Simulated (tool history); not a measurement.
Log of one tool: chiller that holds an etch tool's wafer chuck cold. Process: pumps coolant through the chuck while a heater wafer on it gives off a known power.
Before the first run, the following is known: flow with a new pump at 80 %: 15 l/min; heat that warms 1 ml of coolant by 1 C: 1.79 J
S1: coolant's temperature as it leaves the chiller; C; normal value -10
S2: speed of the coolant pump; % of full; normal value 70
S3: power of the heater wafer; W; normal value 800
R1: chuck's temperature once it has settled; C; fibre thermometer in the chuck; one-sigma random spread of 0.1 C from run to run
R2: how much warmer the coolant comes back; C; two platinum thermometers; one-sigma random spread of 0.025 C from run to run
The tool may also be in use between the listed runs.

run    hour   S1  S2    S3    R1    R2
  1     0.0  -10  70   800  -2.1  2.08
  2   162.7  -10  70   486  -5.2  1.28
  3   289.0  -10  70   790  -2.1  2.03
  4   432.5   -6  70   790   2.1  2.00
  5   596.6   -6  70   790   2.0  2.03
  6   685.2  -10  63   800  -0.9  2.31
      772.5  -- coolant changed, channels flushed
  7   845.9  -10  63   800  -1.7  2.30
  8  1005.6  -16  70   800  -8.3  2.11
  9  1145.1  -16  70   800  -8.5  2.08
 10  1229.3  -10  64   800  -1.8  2.29
 11  1310.1  -10  64   800  -1.9  2.25
 12  1465.0  -10  64   800  -1.7  2.28
 13  1543.5  -10  64   800  -1.6  2.27
 14  1626.6  -11  67   867  -2.3  2.39
 15  1734.2  -11  67   867  -2.2  2.37
 16  1879.4  -12  70  1087  -1.2  2.89
 17  2054.5  -12  70  1087  -1.3  2.93
 18  2172.4   -4  72   461   0.7  1.15
 19  2253.6   -4  72   461   0.7  1.25
 20  2400.8  -10  83   632  -4.4  1.43
 21  2552.2  -10  83   795  -3.0  1.83

Below are 3 alternative next runs, each starting from the tool's condition after run 21. Predict each:
  A  2686.8  -10  83  499   ?   ?
  B  2686.8  -10  93  594   ?   ?
  C  2686.8  -18  74  800   ?   ?

run     R1    R2
  A   -5.4  1.15
  B   -5.0  1.26
  C  -10.0  2.04
Had the tool no hidden state, the same runs would have come out as:
run     R1    R2
  A   -6.1  1.07
  B   -5.7  1.18
  C  -10.9  1.91

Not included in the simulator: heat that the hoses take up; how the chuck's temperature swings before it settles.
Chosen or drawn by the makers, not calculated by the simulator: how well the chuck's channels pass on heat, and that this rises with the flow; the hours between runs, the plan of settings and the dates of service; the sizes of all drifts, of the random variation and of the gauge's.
